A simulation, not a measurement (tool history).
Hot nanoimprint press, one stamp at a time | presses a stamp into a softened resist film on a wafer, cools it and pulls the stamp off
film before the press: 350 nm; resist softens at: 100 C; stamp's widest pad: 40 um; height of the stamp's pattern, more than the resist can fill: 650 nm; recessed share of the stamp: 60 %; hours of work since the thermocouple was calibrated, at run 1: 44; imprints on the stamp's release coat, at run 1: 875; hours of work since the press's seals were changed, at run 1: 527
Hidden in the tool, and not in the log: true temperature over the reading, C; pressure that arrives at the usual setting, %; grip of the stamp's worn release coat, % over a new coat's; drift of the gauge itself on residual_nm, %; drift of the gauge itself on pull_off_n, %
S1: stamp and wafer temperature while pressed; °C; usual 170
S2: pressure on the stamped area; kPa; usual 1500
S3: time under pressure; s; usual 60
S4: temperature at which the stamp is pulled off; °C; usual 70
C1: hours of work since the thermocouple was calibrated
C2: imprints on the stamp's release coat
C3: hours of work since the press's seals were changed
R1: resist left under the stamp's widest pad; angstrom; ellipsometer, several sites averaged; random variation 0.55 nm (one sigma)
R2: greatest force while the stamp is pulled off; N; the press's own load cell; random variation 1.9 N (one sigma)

| run | hour | S1 | S2 | S3 | S4 | C1 | C2 | C3 | R1 | R2 |
|---|---|---|---|---|---|---|---|---|---|---|
| 1 | 0.0 | 170 | 1500 | 60 | 70 | 44 | 875 | 527 | 1601 | 145 |
| 2 | 52.3 | 170 | 1500 | 60 | 70 | 76 | 1011 | 559 | 1601 | 148 |
| 3 | 76.5 | 170 | 1500 | 60 | 70 | 91 | 1074 | 574 | 1600 | 150 |
| 4 | 112.1 | 170 | 1500 | 60 | 70 | 114 | 1167 | 597 | 1604 | 151 |
| 5 | 158.6 | 170 | 1500 | 60 | 70 | 143 | 1288 | 626 | 1601 | 156 |
|  | 182.7 | stamp cleaned and given a new release coat |
| 6 | 191.8 | 170 | 1500 | 48 | 70 | 160 | 24 | 643 | 1721 | 131 |
| 7 | 234.3 | 167 | 1500 | 33 | 70 | 186 | 135 | 669 | 2170 | 136 |

The next listed run, before its measurement:
| 8 | 281.8 | 180 | 1500 | 38 | 73 | 216 | 258 | 699 | ? | ? |

{"run 8": {"R1": 1213, "R2": 131}}
Without the tool's hidden state the same run would have given R1 1215 angstrom, R2 128 N.

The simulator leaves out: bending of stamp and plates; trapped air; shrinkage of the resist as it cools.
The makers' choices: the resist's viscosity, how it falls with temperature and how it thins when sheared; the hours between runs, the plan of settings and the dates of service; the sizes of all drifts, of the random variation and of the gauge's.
